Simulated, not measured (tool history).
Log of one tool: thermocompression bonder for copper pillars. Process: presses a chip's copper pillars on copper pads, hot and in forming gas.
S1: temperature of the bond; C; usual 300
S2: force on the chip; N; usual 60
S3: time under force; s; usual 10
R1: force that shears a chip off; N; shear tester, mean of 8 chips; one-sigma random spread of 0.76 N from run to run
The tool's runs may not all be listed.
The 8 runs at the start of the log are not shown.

run 9 hour=119.4 | S1=300 S2=88 S3=10 | R1=94.4
run 10 hour=132.5 | S1=300 S2=88 S3=10 | R1=95.8
run 11 hour=146.6 | S1=300 S2=60 S3=10 | R1=69.7
run 12 hour=156.8 | S1=300 S2=60 S3=10 | R1=69.1
run 13 hour=173.3 | S1=300 S2=60 S3=9 | R1=66.2
run 14 hour=186.4 | S1=282 S2=60 S3=9 | R1=53.9
run 15 hour=205.4 | S1=282 S2=60 S3=9 | R1=52.9
-- hour=223.6 forming gas filter changed
run 16 hour=227.9 | S1=300 S2=60 S3=8 | R1=68.5
-- hour=238.3 force cell calibrated
run 17 hour=244.6 | S1=300 S2=60 S3=10 | R1=80.2
run 18 hour=255.0 | S1=319 S2=60 S3=10 | R1=93.5
run 19 hour=269.6 | S1=319 S2=60 S3=10 | R1=93.6
run 20 hour=292.1 | S1=300 S2=60 S3=7 | R1=69.9

What does the tool deliver on the next run?
run 21 hour=308.2 | S1=299 S2=64 S3=7 | R1=?

For run 21 the tool returned R1 74.2 N.
With the hidden condition absent and the run-to-run variation left alone, this run would have shown R1 74.6 N.

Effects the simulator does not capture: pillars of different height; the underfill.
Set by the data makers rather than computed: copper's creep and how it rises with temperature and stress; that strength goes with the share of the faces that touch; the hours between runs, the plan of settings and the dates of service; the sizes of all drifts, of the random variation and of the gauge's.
